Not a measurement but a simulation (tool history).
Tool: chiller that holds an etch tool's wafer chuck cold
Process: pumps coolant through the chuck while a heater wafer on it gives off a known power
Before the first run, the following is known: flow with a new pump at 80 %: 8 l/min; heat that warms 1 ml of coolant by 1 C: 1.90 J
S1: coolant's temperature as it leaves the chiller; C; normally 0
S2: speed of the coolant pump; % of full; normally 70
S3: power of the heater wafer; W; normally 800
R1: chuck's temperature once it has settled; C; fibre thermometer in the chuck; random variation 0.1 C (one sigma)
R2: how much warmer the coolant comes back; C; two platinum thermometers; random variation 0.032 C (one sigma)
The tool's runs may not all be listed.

Run 1, hour 0: usual settings. Result: R1 10.3 C, R2 3.75 C.
Run 2, hour 32.7: usual settings. Result: R1 10.5 C, R2 3.79 C.
Run 3, hour 90.4: usual settings. Result: R1 10.5 C, R2 3.71 C.
Run 4, hour 130.5: usual settings. Result: R1 10.3 C, R2 3.81 C.
Run 5, hour 154.3: usual settings but S3 1124 W. Result: R1 14.5 C, R2 5.34 C.
Run 6, hour 181.3: usual settings but S3 1124 W. Result: R1 14.6 C, R2 5.34 C.
Run 7, hour 210.7: usual settings but S3 1124 W. Result: R1 14.6 C, R2 5.32 C.
Run 8, hour 236.4: usual settings but S3 1124 W. Result: R1 14.6 C, R2 5.36 C.
Run 9, hour 269.7: usual settings but S3 1124 W. Result: R1 14.7 C, R2 5.35 C.
Run 10, hour 310.7: usual settings. Result: R1 10.4 C, R2 3.79 C.
Run 11, hour 343.3: usual settings. Result: R1 10.4 C, R2 3.85 C.
Run 12, hour 399.7: usual settings but S2 92 % of full, S3 998 W. Result: R1 11 C, R2 3.51 C.
Run 13, hour 450.7: usual settings but S2 92 % of full, S3 998 W. Result: R1 10.9 C, R2 3.56 C.
Run 14, hour 501.7: usual settings but S2 92 % of full, S3 453 W. Result: R1 5 C, R2 1.63 C.
Run 15, hour 551.1: usual settings but S2 72 % of full, S3 720 W. Result: R1 9.1 C, R2 3.33 C.
Run 16, hour 607.2: usual settings but S2 72 % of full, S3 633 W. Result: R1 8 C, R2 2.97 C.
At hour 638.9: coolant changed, channels flushed.
Run 17, hour 639.8: usual settings but S2 72 % of full, S3 633 W. Result: R1 6.9 C, R2 2.93 C.
Run 18, hour 670.5: usual settings but S1 3 C, S2 98 % of full, S3 624 W. Result: R1 8.7 C, R2 2.07 C.
Run 19, hour 696.7: usual settings but S1 3 C, S2 98 % of full, S3 624 W. Result: R1 9 C, R2 2.11 C.
Run 20, hour 749: usual settings but S1 4 C, S2 72 % of full. Result: R1 13 C, R2 3.71 C.
Run 21, hour 790.8: usual settings but S1 2 C, S3 592 W. Result: R1 8.9 C, R2 2.83 C.

5 options for the next run, each taken on its own from the tool as it stands now. Forecast them:
Run A, hour 822.5: usual settings but S1 2 C, S2 98 % of full, S3 506 W. Result: R1 ?, R2 ?.
Run B, hour 822.5: usual settings. Result: R1 ?, R2 ?.
Run C, hour 822.5: usual settings but S1 10 C. Result: R1 ?, R2 ?.
Run D, hour 822.5: usual settings but S2 73 % of full, S3 1030 W. Result: R1 ?, R2 ?.
Run E, hour 822.5: usual settings but S1 2 C, S2 90 % of full, S3 592 W. Result: R1 ?, R2 ?.

run    R1    R2
  A   6.6  1.64
  B   9.3  3.77
  C  19.2   3.8
  D  11.7  4.66
  E   7.7  2.16
What these runs would have given with no unlogged condition in the tool:
run    R1    R2
  A   6.7  1.56
  B   9.3   3.6
  C  19.1  3.62
  D  11.6  4.44
  E   7.8  2.06
